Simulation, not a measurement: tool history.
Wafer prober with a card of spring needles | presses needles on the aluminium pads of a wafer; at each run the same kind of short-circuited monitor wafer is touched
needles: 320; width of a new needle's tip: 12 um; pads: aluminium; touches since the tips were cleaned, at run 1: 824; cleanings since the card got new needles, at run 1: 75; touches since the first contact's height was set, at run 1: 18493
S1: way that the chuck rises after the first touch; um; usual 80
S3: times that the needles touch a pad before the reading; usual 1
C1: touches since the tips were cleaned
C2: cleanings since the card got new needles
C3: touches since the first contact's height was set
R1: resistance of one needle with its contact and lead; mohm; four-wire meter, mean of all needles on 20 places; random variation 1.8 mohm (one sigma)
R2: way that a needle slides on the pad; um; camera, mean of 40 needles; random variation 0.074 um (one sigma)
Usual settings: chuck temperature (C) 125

run 1 day=0 | S1=80 chuck_temperature_(C)=125 S3=1 | C1=824 C2=75 C3=18493 | R1=184 R2=20.66
-- day=0.142 tips cleaned on abrasive film
-- day=0.333 tips cleaned on abrasive film
-- day=0.525 tips cleaned on abrasive film
-- day=0.758 tips cleaned on abrasive film
-- day=0.95 tips cleaned on abrasive film
-- day=1.188 tips cleaned on abrasive film
-- day=1.421 tips cleaned on abrasive film
-- day=1.612 tips cleaned on abrasive film
-- day=1.85 tips cleaned on abrasive film
run 2 day=1.883 | S1=80 chuck_temperature_(C)=125 S3=1 | C1=489 C2=84 C3=44504 | R1=180 R2=20.63
-- day=2.075 tips cleaned on abrasive film
-- day=2.262 tips cleaned on abrasive film
-- day=2.454 tips cleaned on abrasive film
-- day=2.642 tips cleaned on abrasive film
-- day=2.879 tips cleaned on abrasive film
-- day=3.117 tips cleaned on abrasive film
-- day=3.35 tips cleaned on abrasive film
-- day=3.542 tips cleaned on abrasive film
-- day=3.733 tips cleaned on abrasive film
-- day=3.921 tips cleaned on abrasive film
run 3 day=4.05 | S1=80 chuck_temperature_(C)=125 S3=1 | C1=1798 C2=94 C3=74441 | R1=181 R2=20.65
-- day=4.146 tips cleaned on abrasive film
-- day=4.338 tips cleaned on abrasive film
-- day=4.525 tips cleaned on abrasive film
-- day=4.762 tips cleaned on abrasive film
-- day=5 tips cleaned on abrasive film
-- day=5.188 tips cleaned on abrasive film
-- day=5.425 tips cleaned on abrasive film
-- day=5.662 tips cleaned on abrasive film
-- day=5.85 tips cleaned on abrasive film
run 4 day=5.858 | S1=80 chuck_temperature_(C)=125 S3=1 | C1=81 C2=103 C3=99391 | R1=181 R2=20.58
-- day=6.046 tips cleaned on abrasive film
-- day=6.2 height of the first contact set anew
-- day=6.25 tips cleaned on abrasive film
-- day=6.438 tips cleaned on abrasive film
-- day=6.629 tips cleaned on abrasive film
-- day=6.867 tips cleaned on abrasive film
-- day=7.1 tips cleaned on abrasive film
-- day=7.338 tips cleaned on abrasive film
-- day=7.575 tips cleaned on abrasive film
-- day=7.812 tips cleaned on abrasive film
-- day=8 tips cleaned on abrasive film
-- day=8.192 tips cleaned on abrasive film
run 5 day=8.25 | S1=79 chuck_temperature_(C)=125 S3=1 | C1=813 C2=114 C3=28298 | R1=180 R2=20.46
-- day=8.392 tips cleaned on abrasive film
-- day=8.583 tips cleaned on abrasive film
-- day=8.771 tips cleaned on abrasive film
-- day=9.008 tips cleaned on abrasive film
-- day=9.246 tips cleaned on abrasive film
-- day=9.479 tips cleaned on abrasive film
-- day=9.717 tips cleaned on abrasive film
-- day=9.954 tips cleaned on abrasive film
-- day=10.192 tips cleaned on abrasive film
run 6 day=10.312 | S1=79 chuck_temperature_(C)=125 S3=1 | C1=1700 C2=123 C3=56828 | R1=181 R2=20.45
-- day=10.408 tips cleaned on abrasive film
-- day=10.596 tips cleaned on abrasive film
-- day=10.788 tips cleaned on abrasive film
-- day=11.025 tips cleaned on abrasive film
-- day=11.258 tips cleaned on abrasive film
-- day=11.496 tips cleaned on abrasive film
-- day=11.688 tips cleaned on abrasive film
run 7 day=11.788 | S1=80 chuck_temperature_(C)=125 S3=1 | C1=1428 C2=130 C3=77236 | R1=185 R2=20.68
-- day=11.883 tips cleaned on abrasive film
-- day=12.121 tips cleaned on abrasive film
-- day=12.358 tips cleaned on abrasive film
-- day=12.546 tips cleaned on abrasive film
-- day=12.783 tips cleaned on abrasive film
-- day=13.021 tips cleaned on abrasive film
-- day=13.208 tips cleaned on abrasive film
-- day=13.446 tips cleaned on abrasive film
-- day=13.683 tips cleaned on abrasive film
-- day=13.742 height of the first contact set anew
-- day=13.9 tips cleaned on abrasive film
run 8 day=13.9 | S1=80 chuck_temperature_(C)=125 S3=1 | C1=0 C2=140 C3=2157 | R1=181 R2=20.65
-- day=14.133 tips cleaned on abrasive film
-- day=14.371 tips cleaned on abrasive film
-- day=14.562 tips cleaned on abrasive film
-- day=14.796 tips cleaned on abrasive film
-- day=15.033 tips cleaned on abrasive film
-- day=15.225 tips cleaned on abrasive film
-- day=15.458 tips cleaned on abrasive film
-- day=15.65 tips cleaned on abrasive film
-- day=15.871 tips cleaned on abrasive film
run 9 day=15.871 | S1=80 chuck_temperature_(C)=125 S3=1 | C1=0 C2=149 C3=29432 | R1=180 R2=20.86
-- day=16.108 tips cleaned on abrasive film
-- day=16.3 tips cleaned on abrasive film
-- day=16.533 tips cleaned on abrasive film
-- day=16.771 tips cleaned on abrasive film
-- day=17.008 tips cleaned on abrasive film
-- day=17.196 tips cleaned on abrasive film
run 10 day=17.346 | S1=80 chuck_temperature_(C)=77 S3=1 | C1=2126 C2=155 C3=49881 | R1=176 R2=20.76
-- day=17.4 tips cleaned on abrasive film
-- day=17.633 tips cleaned on abrasive film
-- day=17.871 tips cleaned on abrasive film
-- day=18.108 tips cleaned on abrasive film
-- day=18.342 tips cleaned on abrasive film
-- day=18.533 tips cleaned on abrasive film
-- day=18.725 tips cleaned on abrasive film
-- day=18.958 tips cleaned on abrasive film
-- day=19.196 tips cleaned on abrasive film
-- day=19.388 tips cleaned on abrasive film
-- day=19.621 tips cleaned on abrasive film
-- day=19.829 tips cleaned on abrasive film
run 11 day=19.829 | S1=80 chuck_temperature_(C)=26 S3=1 | C1=0 C2=167 C3=84171 | R1=162 R2=20.92
-- day=20.021 tips cleaned on abrasive film
-- day=20.212 tips cleaned on abrasive film
-- day=20.4 tips cleaned on abrasive film
-- day=20.638 tips cleaned on abrasive film
-- day=20.875 tips cleaned on abrasive film
-- day=21.108 tips cleaned on abrasive film
-- day=21.262 height of the first contact set anew
-- day=21.358 tips cleaned on abrasive film
-- day=21.596 tips cleaned on abrasive film
run 12 day=21.712 | S1=80 chuck_temperature_(C)=26 S3=1 | C1=1627 C2=175 C3=6208 | R1=162 R2=20.84
-- day=21.808 tips cleaned on abrasive film
-- day=21.996 tips cleaned on abrasive film
-- day=22.233 tips cleaned on abrasive film
-- day=22.471 tips cleaned on abrasive film
-- day=22.658 tips cleaned on abrasive film
-- day=22.896 tips cleaned on abrasive film
run 13 day=23.054 | S1=87 chuck_temperature_(C)=44 S3=1 | C1=2239 C2=181 C3=24809 | R1=167 R2=22.76
-- day=23.104 tips cleaned on abrasive film
-- day=23.342 tips cleaned on abrasive film
-- day=23.533 tips cleaned on abrasive film
-- day=23.767 tips cleaned on abrasive film
-- day=23.958 tips cleaned on abrasive film
-- day=24.196 tips cleaned on abrasive film
-- day=24.383 tips cleaned on abrasive film
-- day=24.621 tips cleaned on abrasive film
run 14 day=24.654 | S1=87 chuck_temperature_(C)=67 S3=1 | C1=480 C2=189 C3=46884 | R1=171 R2=22.63
-- day=24.846 tips cleaned on abrasive film
-- day=25.083 tips cleaned on abrasive film
-- day=25.271 tips cleaned on abrasive film
-- day=25.462 tips cleaned on abrasive film
-- day=25.696 tips cleaned on abrasive film
-- day=25.888 tips cleaned on abrasive film
-- day=26.079 tips cleaned on abrasive film
-- day=26.312 tips cleaned on abrasive film
-- day=26.504 tips cleaned on abrasive film
-- day=26.692 tips cleaned on abrasive film
-- day=26.929 tips cleaned on abrasive film
-- day=27.121 tips cleaned on abrasive film
run 15 day=27.138 | S1=87 chuck_temperature_(C)=66 S3=3 | C1=231 C2=201 C3=81144 | R1=168 R2=22.63
-- day=27.325 tips cleaned on abrasive film
-- day=27.562 tips cleaned on abrasive film
-- day=27.754 tips cleaned on abrasive film
-- day=27.988 tips cleaned on abrasive film
-- day=28.179 tips cleaned on abrasive film
run 16 day=28.279 | S1=87 chuck_temperature_(C)=66 S3=1 | C1=1393 C2=206 C3=96936 | R1=166 R2=22.9
-- day=28.375 tips cleaned on abrasive film
-- day=28.612 tips cleaned on abrasive film
-- day=28.808 height of the first contact set anew
-- day=28.858 tips cleaned on abrasive film
-- day=29.096 tips cleaned on abrasive film
-- day=29.288 tips cleaned on abrasive film
-- day=29.425 gauge calibrated
-- day=29.521 tips cleaned on abrasive film
-- day=29.712 tips cleaned on abrasive film
-- day=29.9 tips cleaned on abrasive film
-- day=30.138 tips cleaned on abrasive film
-- day=30.329 tips cleaned on abrasive film
run 17 day=30.379 | S1=87 chuck_temperature_(C)=66 S3=1 | C1=690 C2=216 C3=21631 | R1=172 R2=22.52

3 ways to go on from here, each from the tool as it stands after run 17. What would each give?
-- day=30.521 tips cleaned on abrasive film
-- day=30.758 tips cleaned on abrasive film
-- day=30.946 tips cleaned on abrasive film
-- day=31.138 tips cleaned on abrasive film
-- day=31.325 tips cleaned on abrasive film
-- day=31.562 tips cleaned on abrasive film
-- day=31.8 tips cleaned on abrasive film
-- day=32.033 tips cleaned on abrasive film
-- day=32.225 tips cleaned on abrasive film
-- day=32.438 tips cleaned on abrasive film
run A day=32.438 | S1=80 chuck_temperature_(C)=56 S3=1 | C1=0 C2=226 C3=50083 | R1=? R2=?
-- day=30.521 tips cleaned on abrasive film
-- day=30.758 tips cleaned on abrasive film
-- day=30.946 tips cleaned on abrasive film
-- day=31.138 tips cleaned on abrasive film
-- day=31.325 tips cleaned on abrasive film
-- day=31.562 tips cleaned on abrasive film
-- day=31.8 tips cleaned on abrasive film
-- day=32.033 tips cleaned on abrasive film
-- day=32.225 tips cleaned on abrasive film
-- day=32.438 tips cleaned on abrasive film
run B day=32.438 | S1=68 chuck_temperature_(C)=43 S3=3 | C1=0 C2=226 C3=50083 | R1=? R2=?
-- day=30.521 tips cleaned on abrasive film
-- day=30.758 tips cleaned on abrasive film
-- day=30.946 tips cleaned on abrasive film
-- day=31.138 tips cleaned on abrasive film
-- day=31.325 tips cleaned on abrasive film
-- day=31.562 tips cleaned on abrasive film
-- day=31.8 tips cleaned on abrasive film
-- day=32.033 tips cleaned on abrasive film
-- day=32.225 tips cleaned on abrasive film
-- day=32.438 tips cleaned on abrasive film
run C day=32.438 | S1=76 chuck_temperature_(C)=70 S3=1 | C1=0 C2=226 C3=50083 | R1=? R2=?

run=A R1=168 R2=20.63
run=B R1=167 R2=17.5
run=C R1=169 R2=19.67
Without the tool's hidden state the same runs would have given:
run=A R1=168 R2=20.59
run=B R1=167 R2=17.47
run=C R1=169 R2=19.64
